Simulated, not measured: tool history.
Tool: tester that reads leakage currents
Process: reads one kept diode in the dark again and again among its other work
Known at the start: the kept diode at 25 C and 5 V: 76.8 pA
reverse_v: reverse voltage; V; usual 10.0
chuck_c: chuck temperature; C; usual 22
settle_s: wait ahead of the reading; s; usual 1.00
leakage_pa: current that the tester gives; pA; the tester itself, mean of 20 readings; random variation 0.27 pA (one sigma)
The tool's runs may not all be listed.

run 1 hour=0.0 | reverse_v=10.0 chuck_c=22 settle_s=1.00 | leakage_pa=91.94
run 2 hour=16.1 | reverse_v=10.0 chuck_c=22 settle_s=1.00 | leakage_pa=92.29
run 3 hour=39.9 | reverse_v=10.0 chuck_c=22 settle_s=0.90 | leakage_pa=92.56
run 4 hour=56.8 | reverse_v=10.0 chuck_c=22 settle_s=0.90 | leakage_pa=92.55
run 5 hour=88.2 | reverse_v=10.0 chuck_c=22 settle_s=0.90 | leakage_pa=92.73
run 6 hour=115.9 | reverse_v=10.0 chuck_c=22 settle_s=0.90 | leakage_pa=92.82
run 7 hour=148.1 | reverse_v=10.0 chuck_c=22 settle_s=0.90 | leakage_pa=93.17
run 8 hour=166.6 | reverse_v=10.0 chuck_c=22 settle_s=1.00 | leakage_pa=92.64
run 9 hour=188.4 | reverse_v=10.0 chuck_c=22 settle_s=1.00 | leakage_pa=92.52
run 10 hour=205.4 | reverse_v=10.0 chuck_c=22 settle_s=1.00 | leakage_pa=93.07
run 11 hour=234.1 | reverse_v=10.0 chuck_c=22 settle_s=0.50 | leakage_pa=96.64
run 12 hour=254.0 | reverse_v=10.0 chuck_c=22 settle_s=0.50 | leakage_pa=96.69
run 13 hour=285.4 | reverse_v=10.0 chuck_c=22 settle_s=1.00 | leakage_pa=92.88
run 14 hour=317.1 | reverse_v=10.0 chuck_c=22 settle_s=0.76 | leakage_pa=94.01
run 15 hour=330.9 | reverse_v=10.0 chuck_c=22 settle_s=0.76 | leakage_pa=94.53
run 16 hour=356.7 | reverse_v=4.0 chuck_c=22 settle_s=1.00 | leakage_pa=56.18
run 17 hour=388.1 | reverse_v=4.0 chuck_c=22 settle_s=1.00 | leakage_pa=56.20
run 18 hour=406.3 | reverse_v=4.0 chuck_c=22 settle_s=1.00 | leakage_pa=56.35
run 19 hour=421.1 | reverse_v=4.0 chuck_c=22 settle_s=1.00 | leakage_pa=56.20
run 20 hour=447.1 | reverse_v=4.0 chuck_c=22 settle_s=1.00 | leakage_pa=56.35
run 21 hour=463.8 | reverse_v=5.3 chuck_c=52 settle_s=0.91 | leakage_pa=629.02
run 22 hour=496.8 | reverse_v=7.7 chuck_c=30 settle_s=1.63 | leakage_pa=150.80
run 23 hour=528.1 | reverse_v=7.7 chuck_c=30 settle_s=1.63 | leakage_pa=151.33
-- hour=532.1 chuck's temperature calibrated
run 24 hour=551.4 | reverse_v=15.0 chuck_c=28 settle_s=4.17 | leakage_pa=186.12
run 25 hour=572.7 | reverse_v=1.2 chuck_c=22 settle_s=1.00 | leakage_pa=29.76
run 26 hour=591.9 | reverse_v=1.2 chuck_c=22 settle_s=1.00 | leakage_pa=29.76

Run 27 comes next. What will it give?
run 27 hour=605.8 | reverse_v=12.0 chuck_c=41 settle_s=1.00 | leakage_pa=?

leakage_pa: 447.44 pA
Without the tool's hidden state the same run would have given leakage_pa 433.97 pA.
